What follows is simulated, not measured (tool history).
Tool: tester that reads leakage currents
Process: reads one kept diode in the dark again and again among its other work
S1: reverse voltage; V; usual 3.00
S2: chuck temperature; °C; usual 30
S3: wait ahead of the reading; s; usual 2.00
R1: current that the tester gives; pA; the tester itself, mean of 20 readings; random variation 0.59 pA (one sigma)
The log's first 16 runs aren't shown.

| run | day | S1 | S2 | S3 | R1 |
|---|---|---|---|---|---|
| 17 | 35.725 | 11.27 | 49 | 0.50 | 2250.56 |
| 18 | 37.329 | 11.27 | 49 | 1.53 | 2247.27 |
| 19 | 39.038 | 11.27 | 49 | 1.53 | 2250.73 |
| 20 | 41.658 | 1.52 | 29 | 0.68 | 123.73 |
| 21 | 44.571 | 16.66 | 46 | 1.61 | 2214.98 |
| 22 | 46.767 | 3.00 | 28 | 2.00 | 167.38 |
|  | 48.150 | probe card cleaned and baked |
| 23 | 48.575 | 14.02 | 20 | 2.00 | 186.42 |
| 24 | 50.675 | 3.94 | 30 | 2.00 | 233.02 |
| 25 | 52.962 | 4.36 | 32 | 0.38 | 298.81 |
| 26 | 55.121 | 4.36 | 32 | 0.38 | 300.78 |
| 27 | 57.642 | 4.36 | 32 | 0.38 | 301.64 |
| 28 | 59.308 | 1.12 | 25 | 0.93 | 70.89 |
| 29 | 61.167 | 3.00 | 39 | 8.63 | 453.99 |
| 30 | 62.896 | 3.00 | 39 | 8.63 | 452.77 |
| 31 | 65.696 | 10.32 | 28 | 2.43 | 344.84 |
| 32 | 67.721 | 1.27 | 28 | 7.02 | 102.00 |

3 ways to go on from here, each from the tool as it stands after run 32. What would each give?
| A | 69.858 | 1.36 | 21 | 2.00 | ? |
| B | 69.858 | 3.00 | 24 | 2.00 | ? |
| C | 69.858 | 1.27 | 28 | 2.66 | ? |

| run | R1 |
|---|---|
| A | 54.52 |
| B | 115.35 |
| C | 102.94 |
Without the tool's hidden state the same runs would have given:
| run | R1 |
|---|---|
| A | 51.95 |
| B | 109.99 |
| C | 98.60 |

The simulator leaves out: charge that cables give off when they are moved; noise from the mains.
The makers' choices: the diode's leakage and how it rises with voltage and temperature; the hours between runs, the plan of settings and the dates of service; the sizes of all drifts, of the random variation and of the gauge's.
